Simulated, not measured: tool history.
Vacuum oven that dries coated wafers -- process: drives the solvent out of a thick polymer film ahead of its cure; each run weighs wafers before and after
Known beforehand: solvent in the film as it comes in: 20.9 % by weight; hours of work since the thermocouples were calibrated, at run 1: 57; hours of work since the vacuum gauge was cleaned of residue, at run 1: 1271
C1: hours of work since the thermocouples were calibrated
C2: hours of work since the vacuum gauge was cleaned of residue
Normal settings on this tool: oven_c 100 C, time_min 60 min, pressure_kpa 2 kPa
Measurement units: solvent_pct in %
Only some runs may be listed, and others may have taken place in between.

{"run": 1, "day": 0.0, "oven_c": 100, "time_min": 60, "pressure_kpa": 2, "C1": 57, "C2": 1271, "solvent_pct": 1.64}
{"run": 2, "day": 1.483, "oven_c": 100, "time_min": 60, "pressure_kpa": 2, "C1": 85, "C2": 1299, "solvent_pct": 1.63}
{"run": 3, "day": 4.208, "oven_c": 106, "time_min": 60, "pressure_kpa": 2, "C1": 136, "C2": 1351, "solvent_pct": 0.97}
{"run": 4, "day": 6.088, "oven_c": 106, "time_min": 60, "pressure_kpa": 2, "C1": 172, "C2": 1386, "solvent_pct": 0.97}
{"run": 5, "day": 8.175, "oven_c": 100, "time_min": 60, "pressure_kpa": 2, "C1": 211, "C2": 1426, "solvent_pct": 1.6}
{"run": 6, "day": 10.012, "oven_c": 100, "time_min": 60, "pressure_kpa": 2.27, "C1": 246, "C2": 1460, "solvent_pct": 1.69}
{"run": 7, "day": 12.621, "oven_c": 100, "time_min": 60, "pressure_kpa": 2.27, "C1": 295, "C2": 1510, "solvent_pct": 1.7}
{"run": 8, "day": 14.571, "oven_c": 110, "time_min": 60, "pressure_kpa": 2.27, "C1": 332, "C2": 1547, "solvent_pct": 0.8}
{"run": 9, "day": 16.012, "oven_c": 96, "time_min": 43, "pressure_kpa": 6.82, "C1": 360, "C2": 1574, "solvent_pct": 5.58}
{"run": 10, "day": 17.45, "oven_c": 112, "time_min": 60, "pressure_kpa": 1.56, "C1": 387, "C2": 1601, "solvent_pct": 0.53}
{"run": 11, "day": 19.275, "oven_c": 107, "time_min": 94, "pressure_kpa": 2, "C1": 421, "C2": 1636, "solvent_pct": 0.75}
{"run": 12, "day": 20.638, "oven_c": 107, "time_min": 94, "pressure_kpa": 2, "C1": 447, "C2": 1661, "solvent_pct": 0.72}
{"run": 13, "day": 23.175, "oven_c": 107, "time_min": 94, "pressure_kpa": 2, "C1": 495, "C2": 1709, "solvent_pct": 0.75}
{"run": 14, "day": 25.746, "oven_c": 100, "time_min": 86, "pressure_kpa": 3.47, "C1": 544, "C2": 1758, "solvent_pct": 1.65}
{"run": 15, "day": 27.862, "oven_c": 87, "time_min": 92, "pressure_kpa": 4.65, "C1": 584, "C2": 1798, "solvent_pct": 4.46}

Consider 3 possible next runs. They are alternatives, not a sequence: every one starts from the tool as it was left by run 15. What does each give?
{"run": "A", "day": 30.671, "oven_c": 111, "time_min": 60, "pressure_kpa": 3.21, "C1": 637, "C2": 1851, "solvent_pct": "?"}
{"run": "B", "day": 30.671, "oven_c": 91, "time_min": 92, "pressure_kpa": 4.65, "C1": 637, "C2": 1851, "solvent_pct": "?"}
{"run": "C", "day": 30.671, "oven_c": 99, "time_min": 92, "pressure_kpa": 3.47, "C1": 637, "C2": 1851, "solvent_pct": "?"}

run=A solvent_pct=1.02
run=B solvent_pct=3.47
run=C solvent_pct=1.72
With the hidden condition removed and each run's random variation left untouched, the same runs would have given:
run=A solvent_pct=1
run=B solvent_pct=3.56
run=C solvent_pct=1.7

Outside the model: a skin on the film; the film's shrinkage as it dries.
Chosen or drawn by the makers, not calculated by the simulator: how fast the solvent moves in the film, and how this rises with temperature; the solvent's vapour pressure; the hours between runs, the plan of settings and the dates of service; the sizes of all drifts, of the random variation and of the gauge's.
